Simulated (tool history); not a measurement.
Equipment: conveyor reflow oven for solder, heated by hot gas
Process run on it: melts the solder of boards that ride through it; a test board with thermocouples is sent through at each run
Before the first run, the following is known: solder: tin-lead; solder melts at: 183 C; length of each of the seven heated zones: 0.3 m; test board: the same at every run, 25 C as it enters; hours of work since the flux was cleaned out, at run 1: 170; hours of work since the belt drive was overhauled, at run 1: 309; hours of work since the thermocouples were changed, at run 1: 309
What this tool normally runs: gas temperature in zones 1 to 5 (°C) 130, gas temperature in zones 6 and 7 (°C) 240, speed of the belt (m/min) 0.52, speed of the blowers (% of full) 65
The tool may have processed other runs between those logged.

run	hour	gas temperature in zones 1 to 5 (°C)	gas temperature in zones 6 and 7 (°C)	speed of the belt (m/min)	speed of the blowers (% of full)	hours of work since the flux was cleaned out	hours of work since the belt drive was overhauled	hours of work since the thermocouples were changed	highest temperature of the board (°C)	time above the solder's melting point (s)
1	0	130	240	0.52	65	170	309	309	215.4	47.5
2	35.4	130	240	0.478	65	194	332	332	219.5	55.1
# hour 75.6: flux residue cleaned out of gas plates and filters
3	75.6	130	240	0.478	65	0	356	356	221.5	57.4
4	99.4	130	240	0.52	84	16	372	372	222.9	53
5	119.9	130	240	0.52	65	30	386	386	217.2	50.1
6	149.8	130	240	0.51	65	50	406	406	218.6	51.4
7	168.4	130	240	0.52	65	63	419	419	217.9	49.3
8	203.1	130	240	0.52	65	86	442	442	216.7	49.2
9	230.5	130	240	0.52	65	105	461	461	217.2	48.6
10	254.7	130	240	0.48	65	121	477	477	219.5	55.7
11	274	130	240	0.48	65	134	490	490	219.2	55.8
12	306.5	130	240	0.52	65	156	512	512	216.4	48.6
13	338.7	130	240	0.52	65	178	534	534	216.1	47.8
14	360.8	130	240	0.52	65	193	549	549	215.6	47.6
15	379	130	240	0.52	65	205	561	561	215.3	48.6
# hour 403.7: flux residue cleaned out of gas plates and filters
16	413.2	130	240	0.52	65	6	581	581	217.8	50.8
17	435.8	130	240	0.52	65	22	596	596	218.1	50.4
18	465.5	130	240	0.52	65	42	616	616	217.4	49.8
19	481.2	130	240	0.52	65	52	627	627	217.6	49.8
20	509.9	142	240	0.52	56	72	646	646	217.5	53.5
21	530.2	136	250	0.436	56	85	660	660	231.3	72.2

Estimate the outcome of run 22 from the log above:
22	557.4	129	250	0.532	78	104	678	678	?	?

Run 22 produced highest temperature of the board (°C) 227.9, time above the solder's melting point (s) 54.5.
With no hidden state in the tool, this same run would have given highest temperature of the board (°C) 229.7, time above the solder's melting point (s) 54.5.
